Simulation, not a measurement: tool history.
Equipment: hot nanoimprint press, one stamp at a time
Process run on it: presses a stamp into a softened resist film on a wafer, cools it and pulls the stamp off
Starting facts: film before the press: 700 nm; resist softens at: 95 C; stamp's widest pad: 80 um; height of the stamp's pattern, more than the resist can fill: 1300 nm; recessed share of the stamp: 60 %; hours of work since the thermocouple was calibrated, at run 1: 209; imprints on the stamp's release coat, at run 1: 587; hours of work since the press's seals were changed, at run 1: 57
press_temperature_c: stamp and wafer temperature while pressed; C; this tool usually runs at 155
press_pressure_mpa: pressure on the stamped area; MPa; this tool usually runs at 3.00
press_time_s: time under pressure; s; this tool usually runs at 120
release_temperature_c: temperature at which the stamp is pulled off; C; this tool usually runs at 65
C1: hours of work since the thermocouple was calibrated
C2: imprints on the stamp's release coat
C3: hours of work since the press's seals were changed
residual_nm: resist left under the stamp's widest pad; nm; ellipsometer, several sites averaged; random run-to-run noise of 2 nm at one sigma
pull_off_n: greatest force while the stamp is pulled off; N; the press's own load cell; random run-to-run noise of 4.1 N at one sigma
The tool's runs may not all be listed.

{"run": 1, "hour": 0.0, "press_temperature_c": 155, "press_pressure_mpa": 3.0, "press_time_s": 120, "release_temperature_c": 65, "C1": 209, "C2": 587, "C3": 57, "residual_nm": 363.3, "pull_off_n": 234}
{"run": 2, "hour": 33.5, "press_temperature_c": 155, "press_pressure_mpa": 3.0, "press_time_s": 120, "release_temperature_c": 65, "C1": 233, "C2": 694, "C3": 81, "residual_nm": 368.3, "pull_off_n": 235}
{"run": 3, "hour": 65.3, "press_temperature_c": 150, "press_pressure_mpa": 3.0, "press_time_s": 120, "release_temperature_c": 65, "C1": 255, "C2": 796, "C3": 103, "residual_nm": 472.0, "pull_off_n": 247}
{"run": 4, "hour": 93.9, "press_temperature_c": 150, "press_pressure_mpa": 3.0, "press_time_s": 120, "release_temperature_c": 65, "C1": 275, "C2": 888, "C3": 123, "residual_nm": 475.4, "pull_off_n": 247}
{"hour": 114.4, "done": "stamp cleaned and given a new release coat"}
{"run": 5, "hour": 119.5, "press_temperature_c": 150, "press_pressure_mpa": 3.0, "press_time_s": 120, "release_temperature_c": 65, "C1": 289, "C2": 16, "C3": 137, "residual_nm": 476.2, "pull_off_n": 197}
{"run": 6, "hour": 146.5, "press_temperature_c": 150, "press_pressure_mpa": 3.0, "press_time_s": 120, "release_temperature_c": 65, "C1": 308, "C2": 103, "C3": 156, "residual_nm": 471.9, "pull_off_n": 205}
{"run": 7, "hour": 170.1, "press_temperature_c": 150, "press_pressure_mpa": 3.0, "press_time_s": 120, "release_temperature_c": 65, "C1": 324, "C2": 179, "C3": 172, "residual_nm": 484.5, "pull_off_n": 203}
{"run": 8, "hour": 186.0, "press_temperature_c": 155, "press_pressure_mpa": 3.0, "press_time_s": 83, "release_temperature_c": 65, "C1": 335, "C2": 230, "C3": 183, "residual_nm": 420.5, "pull_off_n": 205}
{"run": 9, "hour": 218.1, "press_temperature_c": 155, "press_pressure_mpa": 3.0, "press_time_s": 83, "release_temperature_c": 65, "C1": 358, "C2": 333, "C3": 206, "residual_nm": 418.5, "pull_off_n": 218}
{"run": 10, "hour": 248.9, "press_temperature_c": 155, "press_pressure_mpa": 3.0, "press_time_s": 83, "release_temperature_c": 65, "C1": 379, "C2": 432, "C3": 227, "residual_nm": 420.7, "pull_off_n": 228}
{"run": 11, "hour": 273.8, "press_temperature_c": 161, "press_pressure_mpa": 3.0, "press_time_s": 120, "release_temperature_c": 65, "C1": 397, "C2": 512, "C3": 245, "residual_nm": 263.3, "pull_off_n": 221}
{"run": 12, "hour": 304.8, "press_temperature_c": 161, "press_pressure_mpa": 3.0, "press_time_s": 120, "release_temperature_c": 65, "C1": 418, "C2": 611, "C3": 266, "residual_nm": 264.5, "pull_off_n": 239}
{"run": 13, "hour": 321.2, "press_temperature_c": 161, "press_pressure_mpa": 3.0, "press_time_s": 120, "release_temperature_c": 65, "C1": 430, "C2": 664, "C3": 278, "residual_nm": 266.3, "pull_off_n": 232}
{"run": 14, "hour": 354.6, "press_temperature_c": 161, "press_pressure_mpa": 2.02, "press_time_s": 120, "release_temperature_c": 65, "C1": 453, "C2": 771, "C3": 301, "residual_nm": 315.5, "pull_off_n": 252}
{"run": 15, "hour": 380.2, "press_temperature_c": 155, "press_pressure_mpa": 3.0, "press_time_s": 120, "release_temperature_c": 65, "C1": 471, "C2": 854, "C3": 319, "residual_nm": 376.4, "pull_off_n": 249}
{"hour": 393.0, "done": "plate thermocouple calibrated"}
{"hour": 414.9, "done": "stamp cleaned and given a new release coat"}
{"run": 16, "hour": 422.1, "press_temperature_c": 146, "press_pressure_mpa": 3.0, "press_time_s": 120, "release_temperature_c": 65, "C1": 16, "C2": 23, "C3": 342, "residual_nm": 571.0, "pull_off_n": 202}
{"run": 17, "hour": 447.6, "press_temperature_c": 151, "press_pressure_mpa": 3.48, "press_time_s": 67, "release_temperature_c": 68, "C1": 34, "C2": 105, "C3": 360, "residual_nm": 529.1, "pull_off_n": 207}
{"run": 18, "hour": 478.3, "press_temperature_c": 151, "press_pressure_mpa": 3.48, "press_time_s": 67, "release_temperature_c": 68, "C1": 56, "C2": 204, "C3": 381, "residual_nm": 530.1, "pull_off_n": 208}
{"hour": 492.1, "done": "plate thermocouple calibrated, once more"}
{"run": 19, "hour": 510.7, "press_temperature_c": 161, "press_pressure_mpa": 3.48, "press_time_s": 67, "release_temperature_c": 61, "C1": 13, "C2": 298, "C3": 402, "residual_nm": 295.5, "pull_off_n": 221}
{"run": 20, "hour": 539.3, "press_temperature_c": 163, "press_pressure_mpa": 3.0, "press_time_s": 120, "release_temperature_c": 65, "C1": 33, "C2": 390, "C3": 422, "residual_nm": 223.3, "pull_off_n": 226}
{"run": 21, "hour": 568.0, "press_temperature_c": 155, "press_pressure_mpa": 4.45, "press_time_s": 120, "release_temperature_c": 69, "C1": 53, "C2": 482, "C3": 442, "residual_nm": 304.7, "pull_off_n": 224}
{"run": 22, "hour": 597.4, "press_temperature_c": 155, "press_pressure_mpa": 4.45, "press_time_s": 90, "release_temperature_c": 52, "C1": 74, "C2": 577, "C3": 463, "residual_nm": 341.6, "pull_off_n": 250}
{"run": 23, "hour": 619.6, "press_temperature_c": 143, "press_pressure_mpa": 3.96, "press_time_s": 68, "release_temperature_c": 61, "C1": 89, "C2": 648, "C3": 478, "residual_nm": 614.9, "pull_off_n": 244}
{"run": 24, "hour": 647.6, "press_temperature_c": 155, "press_pressure_mpa": 3.0, "press_time_s": 120, "release_temperature_c": 65, "C1": 109, "C2": 738, "C3": 498, "residual_nm": 360.7, "pull_off_n": 236}
{"run": 25, "hour": 673.1, "press_temperature_c": 151, "press_pressure_mpa": 1.97, "press_time_s": 120, "release_temperature_c": 62, "C1": 127, "C2": 820, "C3": 516, "residual_nm": 497.9, "pull_off_n": 244}
{"run": 26, "hour": 704.4, "press_temperature_c": 151, "press_pressure_mpa": 1.97, "press_time_s": 120, "release_temperature_c": 62, "C1": 148, "C2": 920, "C3": 537, "residual_nm": 500.8, "pull_off_n": 252}
{"hour": 715.3, "done": "stamp cleaned and given a new release coat"}
{"run": 27, "hour": 731.8, "press_temperature_c": 153, "press_pressure_mpa": 4.26, "press_time_s": 102, "release_temperature_c": 54, "C1": 163, "C2": 53, "C3": 552, "residual_nm": 378.5, "pull_off_n": 216}
{"run": 28, "hour": 751.4, "press_temperature_c": 150, "press_pressure_mpa": 3.0, "press_time_s": 120, "release_temperature_c": 65, "C1": 177, "C2": 116, "C3": 566, "residual_nm": 469.3, "pull_off_n": 200}
{"run": 29, "hour": 772.5, "press_temperature_c": 155, "press_pressure_mpa": 3.0, "press_time_s": 114, "release_temperature_c": 65, "C1": 192, "C2": 184, "C3": 581, "residual_nm": 373.3, "pull_off_n": 208}
{"run": 30, "hour": 790.0, "press_temperature_c": 155, "press_pressure_mpa": 3.0, "press_time_s": 114, "release_temperature_c": 57, "C1": 204, "C2": 240, "C3": 593, "residual_nm": 372.1, "pull_off_n": 222}
{"run": 31, "hour": 814.4, "press_temperature_c": 155, "press_pressure_mpa": 3.0, "press_time_s": 114, "release_temperature_c": 57, "C1": 221, "C2": 318, "C3": 610, "residual_nm": 374.9, "pull_off_n": 237}

Some steps in residual_nm between neighbouring runs. How much of each would the tool show without its hidden state too (settings, what came in, random variation), and how much is left for the hidden state, with any gauge scatter that isn't in both results?
Hidden state present: true temperature over the reading, C; pressure that arrives at the usual setting, %; grip of the stamp's worn release coat, % over a new coat's; drift of the gauge itself on residual_nm, %; drift of the gauge itself on pull_off_n, %.
Run 14 -> 15: press_temperature_c 161 -> 155, press_pressure_mpa 2.02 -> 3.00. residual_nm +60.9 nm: hidden state +4.8, all else +56.1.
Run 15 -> 16: press_temperature_c 155 -> 146, plate thermocouple calibrated, stamp cleaned and given a new release coat. residual_nm +194.6 nm: hidden state +6.4, all else +188.2.
Run 18 -> 19: press_temperature_c 151 -> 161, release_temperature_c 68 -> 61, plate thermocouple calibrated, once more. residual_nm -234.6 nm: hidden state -34.4, all else -200.2.
Run 22 -> 23: press_temperature_c 155 -> 143, press_pressure_mpa 4.45 -> 3.96, press_time_s 90 -> 68, release_temperature_c 52 -> 61. residual_nm +273.3 nm: hidden state -2.1, all else +275.4.
Run 23 -> 24: press_temperature_c 143 -> 155, press_pressure_mpa 3.96 -> 3.00, press_time_s 68 -> 120, release_temperature_c 61 -> 65. residual_nm -254.2 nm: hidden state +2.4, all else -256.6.

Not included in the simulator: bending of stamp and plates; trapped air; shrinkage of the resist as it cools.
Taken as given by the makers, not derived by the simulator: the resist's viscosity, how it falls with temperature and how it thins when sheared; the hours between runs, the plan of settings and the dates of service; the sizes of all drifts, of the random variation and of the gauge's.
